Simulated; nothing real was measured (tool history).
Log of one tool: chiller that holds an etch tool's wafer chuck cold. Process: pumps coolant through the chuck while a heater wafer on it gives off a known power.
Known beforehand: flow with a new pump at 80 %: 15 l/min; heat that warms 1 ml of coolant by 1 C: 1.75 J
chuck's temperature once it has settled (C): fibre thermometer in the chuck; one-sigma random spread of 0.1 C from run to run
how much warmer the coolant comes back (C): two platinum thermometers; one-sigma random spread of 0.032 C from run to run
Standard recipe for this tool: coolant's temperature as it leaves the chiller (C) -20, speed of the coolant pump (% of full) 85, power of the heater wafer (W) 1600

run,hour,coolant's temperature as it leaves the chiller (C),speed of the coolant pump (% of full),power of the heater wafer (W),chuck's temperature once it has settled (C),how much warmer the coolant comes back (C)
1,0.0,-20,85,1600,-7.5,3.42
2,63.8,-20,85,1600,-7.2,3.45
3,122.0,-20,85,1600,-7.4,3.34
4,228.8,-20,85,1600,-7.3,3.40
5,333.5,-20,85,1600,-7.6,3.36
6,397.4,-20,85,1160,-10.6,2.44
7,486.7,-20,85,1160,-10.9,2.40
8,556.4,-20,80,1600,-6.8,3.55
9,632.4,-20,85,1600,-7.3,3.30
10,731.0,-20,85,1600,-7.5,3.25
11,830.7,-20,85,1600,-7.2,3.28
12,929.6,-20,85,1600,-7.3,3.27
13,1013.5,-20,85,1600,-7.4,3.24
# hour 1063.6: chiller's thermometer calibrated
14,1079.9,-20,85,1600,-7.3,3.17
15,1188.3,-20,86,1600,-7.4,3.17
16,1246.3,-20,86,1600,-7.4,3.13
17,1297.8,-20,85,1600,-7.4,3.20
18,1395.8,-20,85,1600,-7.4,3.13
19,1497.3,-19,85,1486,-7.3,2.89
20,1582.7,-20,100,842,-14.0,1.21
21,1645.5,-25,93,1662,-12.7,2.96
22,1711.1,-25,93,1662,-12.7,2.88
23,1819.2,-25,93,1662,-12.7,2.86
24,1865.7,-14,65,1197,-2.4,3.08
25,1916.0,-22,64,1538,-7.1,4.23
26,1971.4,-20,76,2351,0.1,5.33
27,2060.5,-24,79,1523,-11.2,3.18
28,2147.4,-24,79,1523,-11.4,3.15
29,2244.5,-24,79,1523,-11.4,3.11
30,2297.9,-24,80,1050,-15.3,2.05
31,2395.0,-24,80,1050,-15.2,2.01
32,2454.9,-24,80,1050,-15.4,1.97
33,2507.1,-24,80,1050,-15.4,2.01

Alternative continuations, all from the tool just after run 33; predict every row:
A,2558.0,-23,73,1127,?,?
B,2558.0,-16,71,1331,?,?
C,2558.0,-20,92,2295,?,?

run,chuck's temperature once it has settled (C),how much warmer the coolant comes back (C)
A,-13.0,2.42
B,-4.1,3.03
C,-2.8,4.02
The same runs, with their run-to-run variation unchanged, on a tool lacking any hidden condition would have given:
run,chuck's temperature once it has settled (C),how much warmer the coolant comes back (C)
A,-13.0,2.86
B,-4.2,3.47
C,-2.9,4.46
